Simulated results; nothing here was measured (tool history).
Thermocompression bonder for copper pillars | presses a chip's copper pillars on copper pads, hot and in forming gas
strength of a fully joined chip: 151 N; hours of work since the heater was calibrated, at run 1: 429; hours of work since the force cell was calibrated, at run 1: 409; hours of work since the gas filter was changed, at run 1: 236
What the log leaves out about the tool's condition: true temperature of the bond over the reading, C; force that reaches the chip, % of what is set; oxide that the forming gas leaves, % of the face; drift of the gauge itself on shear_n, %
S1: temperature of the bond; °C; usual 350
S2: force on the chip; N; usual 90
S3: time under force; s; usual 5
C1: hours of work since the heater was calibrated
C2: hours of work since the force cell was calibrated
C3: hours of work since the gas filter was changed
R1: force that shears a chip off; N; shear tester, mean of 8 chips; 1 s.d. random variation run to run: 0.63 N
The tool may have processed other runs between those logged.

run,day,S1,S2,S3,C1,C2,C3,R1
1,0,350,90,5,429,409,236,95.9
2,0.333,350,90,5,435,415,242,95
3,0.854,350,90,5,443,423,250,97.3
4,1.208,350,90,5,449,429,256,96.2
5,1.775,350,65,5,458,438,265,70.2
6,2.138,350,65,5,464,444,271,70.5
7,2.646,350,65,5,472,452,279,70.8
8,2.996,350,65,5,478,458,285,70.6
9,3.729,350,90,5,489,469,296,96.5
10,4.292,350,90,5,498,478,305,97.1
11,4.696,350,90,5,505,485,312,95.9
12,5.188,350,90,5,513,493,320,97.5
13,5.546,350,90,5,519,499,326,97.3
14,5.95,350,90,4,525,505,332,89.2
15,6.546,347,61,4,535,515,342,58
16,7.242,350,130,4,546,526,353,118.6
17,7.808,356,130,6,555,535,362,132.9
18,8.338,356,118,6,564,544,371,127.2
# day 8.646: forming gas filter changed
19,9.012,347,88,7,574,554,6,101.6
20,9.721,356,63,12,586,566,17,96.3
21,10.121,356,63,12,592,572,24,97.1
22,10.725,351,106,9,602,582,34,126.6
23,11.475,364,58,3,614,594,46,60.7
24,11.988,374,90,5,622,602,54,115
25,12.429,363,109,5,630,610,61,122.2
26,13.217,363,109,5,642,622,74,122.3
27,13.967,351,90,11,654,634,86,119.1

5 options for the next run, each taken on its own from the tool as it stands now. Forecast them:
A,14.504,351,91,11,663,643,95,?
B,14.504,349,57,4,663,643,95,?
C,14.504,363,90,5,663,643,95,?
D,14.504,351,62,3,663,643,95,?
E,14.504,370,123,7,663,643,95,?

run,R1
A,118.6
B,56.1
C,108.4
D,56.3
E,138.9
What these runs would have given with no unlogged condition in the tool:
run,R1
A,118.6
B,56
C,108.3
D,56.2
E,138.9
